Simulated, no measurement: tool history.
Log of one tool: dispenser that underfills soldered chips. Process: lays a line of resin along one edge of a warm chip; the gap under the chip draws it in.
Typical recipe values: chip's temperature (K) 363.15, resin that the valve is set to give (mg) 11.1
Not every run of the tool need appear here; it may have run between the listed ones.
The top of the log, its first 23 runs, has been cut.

run	hour	chip's temperature (K)	resin that the valve is set to give (mg)	hours of work since the syringe was changed	hours of work since the valve was cleaned	hours of work since the stage was calibrated	time until the resin shows at the far edge (s)	resin that the valve gave (mg)
# hour 276.4: new syringe of resin
# hour 285: new syringe of resin
24	288.4	363.15	11.2	2	50	131	67.2	10.67
# hour 292.7: new syringe of resin
25	298.2	363.15	11.2	4	56	137	75	10.6
# hour 300.9: new syringe of resin
# hour 309.7: new syringe of resin
26	314	366.15	10.4	3	67	148	62.1	9.76
# hour 318: new syringe of resin
# hour 326.1: new syringe of resin
# hour 328.1: dispensing valve cleaned and set on the balance
27	328.1	366.15	10.4	1	0	157	50.6	10.48
# hour 335.6: new syringe of resin
28	336	366.15	10.4	0	5	162	50.5	10.36
# hour 344.3: new syringe of resin
# hour 352.9: new syringe of resin
29	354.1	366.15	10.4	1	18	175	52.7	10.41
# hour 362: new syringe of resin
# hour 370: new syringe of resin
30	372	353.15	13.9	1	30	187	100.8	13.6
# hour 378.5: new syringe of resin
31	382.1	353.15	13.9	3	37	194	109.2	13.52
# hour 386.3: new syringe of resin
32	393.3	371.15	11.1	5	45	201	59.6	10.68

Branching from run 32: 3 alternative next runs. What would each branch give?
# hour 394.9: new syringe of resin
# hour 403.5: new syringe of resin
A	409.3	371.15	9.6	4	55	212	?	?
# hour 394.9: new syringe of resin
# hour 403.5: new syringe of resin
B	409.3	363.15	13.4	4	55	212	?	?
# hour 394.9: new syringe of resin
# hour 403.5: new syringe of resin
C	409.3	376.15	14.1	4	55	212	?	?

run	time until the resin shows at the far edge (s)	resin that the valve gave (mg)
A	57.4	9.17
B	78.2	12.77
C	43.1	13.41
Without the tool's unlogged condition, the same runs would have read:
run	time until the resin shows at the far edge (s)	resin that the valve gave (mg)
A	37.5	9.66
B	51.6	13.45
C	28.8	14.13
